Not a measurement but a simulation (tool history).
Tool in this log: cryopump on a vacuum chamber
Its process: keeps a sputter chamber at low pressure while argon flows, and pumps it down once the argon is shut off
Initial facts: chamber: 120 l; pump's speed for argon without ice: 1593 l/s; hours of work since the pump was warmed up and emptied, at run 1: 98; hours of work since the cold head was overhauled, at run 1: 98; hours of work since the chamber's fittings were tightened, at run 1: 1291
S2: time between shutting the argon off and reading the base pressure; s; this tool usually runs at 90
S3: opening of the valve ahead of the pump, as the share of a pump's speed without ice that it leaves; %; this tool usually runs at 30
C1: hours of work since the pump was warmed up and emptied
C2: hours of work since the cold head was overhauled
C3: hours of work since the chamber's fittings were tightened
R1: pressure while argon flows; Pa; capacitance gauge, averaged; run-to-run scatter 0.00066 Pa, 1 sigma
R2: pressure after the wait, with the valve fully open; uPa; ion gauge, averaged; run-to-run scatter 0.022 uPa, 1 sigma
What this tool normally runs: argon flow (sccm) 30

{"run": 1, "day": 0.0, "argon flow (sccm)": 30, "S2": 90, "S3": 30, "C1": 98, "C2": 98, "C3": 1291, "R1": 0.1071, "R2": 1.41}
{"run": 2, "day": 0.458, "argon flow (sccm)": 30, "S2": 90, "S3": 30, "C1": 103, "C2": 103, "C3": 1297, "R1": 0.1086, "R2": 1.42}
{"run": 3, "day": 1.017, "argon flow (sccm)": 30, "S2": 90, "S3": 30, "C1": 110, "C2": 110, "C3": 1303, "R1": 0.1076, "R2": 1.39}
{"run": 4, "day": 1.417, "argon flow (sccm)": 30, "S2": 90, "S3": 30, "C1": 114, "C2": 114, "C3": 1308, "R1": 0.1069, "R2": 1.37}
{"run": 5, "day": 1.983, "argon flow (sccm)": 30, "S2": 90, "S3": 30, "C1": 121, "C2": 121, "C3": 1315, "R1": 0.1084, "R2": 1.37}
{"run": 6, "day": 2.583, "argon flow (sccm)": 30, "S2": 90, "S3": 30, "C1": 128, "C2": 128, "C3": 1322, "R1": 0.1076, "R2": 1.39}
{"run": 7, "day": 3.321, "argon flow (sccm)": 30, "S2": 41, "S3": 30, "C1": 137, "C2": 137, "C3": 1330, "R1": 0.1074, "R2": 1.87}
{"run": 8, "day": 3.975, "argon flow (sccm)": 30, "S2": 41, "S3": 30, "C1": 144, "C2": 144, "C3": 1338, "R1": 0.1058, "R2": 1.91}
{"run": 9, "day": 4.633, "argon flow (sccm)": 30, "S2": 41, "S3": 30, "C1": 152, "C2": 152, "C3": 1346, "R1": 0.1075, "R2": 1.89}
{"run": 10, "day": 5.162, "argon flow (sccm)": 30, "S2": 41, "S3": 30, "C1": 158, "C2": 158, "C3": 1352, "R1": 0.1074, "R2": 1.85}
{"run": 11, "day": 5.825, "argon flow (sccm)": 30, "S2": 41, "S3": 30, "C1": 166, "C2": 166, "C3": 1360, "R1": 0.1071, "R2": 1.88}
{"run": 12, "day": 6.221, "argon flow (sccm)": 30, "S2": 41, "S3": 30, "C1": 171, "C2": 171, "C3": 1364, "R1": 0.1081, "R2": 1.92}
{"run": 13, "day": 6.571, "argon flow (sccm)": 30, "S2": 41, "S3": 30, "C1": 175, "C2": 175, "C3": 1369, "R1": 0.1077, "R2": 1.85}
{"run": 14, "day": 7.004, "argon flow (sccm)": 30, "S2": 145, "S3": 30, "C1": 180, "C2": 180, "C3": 1374, "R1": 0.1082, "R2": 1.32}
{"run": 15, "day": 7.575, "argon flow (sccm)": 30, "S2": 145, "S3": 30, "C1": 187, "C2": 187, "C3": 1380, "R1": 0.1087, "R2": 1.33}
{"run": 16, "day": 8.075, "argon flow (sccm)": 30, "S2": 145, "S3": 30, "C1": 193, "C2": 193, "C3": 1386, "R1": 0.1089, "R2": 1.3}
{"run": 17, "day": 8.625, "argon flow (sccm)": 30, "S2": 90, "S3": 30, "C1": 199, "C2": 199, "C3": 1393, "R1": 0.1079, "R2": 1.51}
{"run": 18, "day": 9.321, "argon flow (sccm)": 30, "S2": 32, "S3": 31, "C1": 207, "C2": 207, "C3": 1401, "R1": 0.1046, "R2": 2.17}
{"run": 19, "day": 9.742, "argon flow (sccm)": 21, "S2": 198, "S3": 19, "C1": 212, "C2": 212, "C3": 1406, "R1": 0.1184, "R2": 1.26}
{"run": 20, "day": 10.442, "argon flow (sccm)": 21, "S2": 198, "S3": 19, "C1": 221, "C2": 221, "C3": 1414, "R1": 0.1192, "R2": 1.28}
{"run": 21, "day": 10.996, "argon flow (sccm)": 38, "S2": 208, "S3": 59, "C1": 227, "C2": 227, "C3": 1421, "R1": 0.0716, "R2": 1.23}
{"run": 22, "day": 11.638, "argon flow (sccm)": 30, "S2": 208, "S3": 57, "C1": 235, "C2": 235, "C3": 1428, "R1": 0.0579, "R2": 1.25}
{"run": 23, "day": 11.962, "argon flow (sccm)": 21, "S2": 24, "S3": 57, "C1": 239, "C2": 239, "C3": 1432, "R1": 0.0406, "R2": 2.52}
{"run": 24, "day": 12.358, "argon flow (sccm)": 21, "S2": 24, "S3": 30, "C1": 243, "C2": 243, "C3": 1437, "R1": 0.0762, "R2": 2.58}
{"run": 25, "day": 13.112, "argon flow (sccm)": 14, "S2": 24, "S3": 47, "C1": 252, "C2": 252, "C3": 1446, "R1": 0.0329, "R2": 2.56}
{"run": 26, "day": 13.85, "argon flow (sccm)": 16, "S2": 24, "S3": 23, "C1": 261, "C2": 261, "C3": 1454, "R1": 0.0745, "R2": 2.58}
{"run": 27, "day": 14.321, "argon flow (sccm)": 16, "S2": 24, "S3": 23, "C1": 266, "C2": 266, "C3": 1460, "R1": 0.075, "R2": 2.55}
{"run": 28, "day": 15.004, "argon flow (sccm)": 16, "S2": 24, "S3": 36, "C1": 274, "C2": 274, "C3": 1468, "R1": 0.0486, "R2": 2.52}
{"run": 29, "day": 15.392, "argon flow (sccm)": 30, "S2": 39, "S3": 30, "C1": 279, "C2": 279, "C3": 1472, "R1": 0.1086, "R2": 2.01}
{"run": 30, "day": 15.712, "argon flow (sccm)": 37, "S2": 114, "S3": 35, "C1": 283, "C2": 283, "C3": 1476, "R1": 0.1161, "R2": 1.44}
{"run": 31, "day": 16.192, "argon flow (sccm)": 37, "S2": 114, "S3": 26, "C1": 288, "C2": 288, "C3": 1482, "R1": 0.1542, "R2": 1.46}
{"run": 32, "day": 16.683, "argon flow (sccm)": 14, "S2": 48, "S3": 21, "C1": 294, "C2": 294, "C3": 1488, "R1": 0.071, "R2": 1.9}
{"run": 33, "day": 17.429, "argon flow (sccm)": 13, "S2": 113, "S3": 17, "C1": 303, "C2": 303, "C3": 1497, "R1": 0.0822, "R2": 1.5}
{"run": 34, "day": 18.004, "argon flow (sccm)": 30, "S2": 113, "S3": 15, "C1": 310, "C2": 310, "C3": 1503, "R1": 0.2155, "R2": 1.5}

Forecast each of these 4 alternatives for the next run:
{"run": "A", "day": 18.696, "argon flow (sccm)": 38, "S2": 160, "S3": 41, "C1": 318, "C2": 318, "C3": 1511, "R1": "?", "R2": "?"}
{"run": "B", "day": 18.696, "argon flow (sccm)": 30, "S2": 23, "S3": 17, "C1": 318, "C2": 318, "C3": 1511, "R1": "?", "R2": "?"}
{"run": "C", "day": 18.696, "argon flow (sccm)": 43, "S2": 191, "S3": 15, "C1": 318, "C2": 318, "C3": 1511, "R1": "?", "R2": "?"}
{"run": "D", "day": 18.696, "argon flow (sccm)": 34, "S2": 46, "S3": 38, "C1": 318, "C2": 318, "C3": 1511, "R1": "?", "R2": "?"}

run=A R1=0.1014 R2=1.43
run=B R1=0.1914 R2=2.7
run=C R1=0.3084 R2=1.41
run=D R1=0.0991 R2=1.98
Stripped of hidden state, with their random variation kept, the same runs would have yielded:
run=A R1=0.0974 R2=0.39
run=B R1=0.1882 R2=1.68
run=C R1=0.3038 R2=0.39
run=D R1=0.0955 R2=0.96
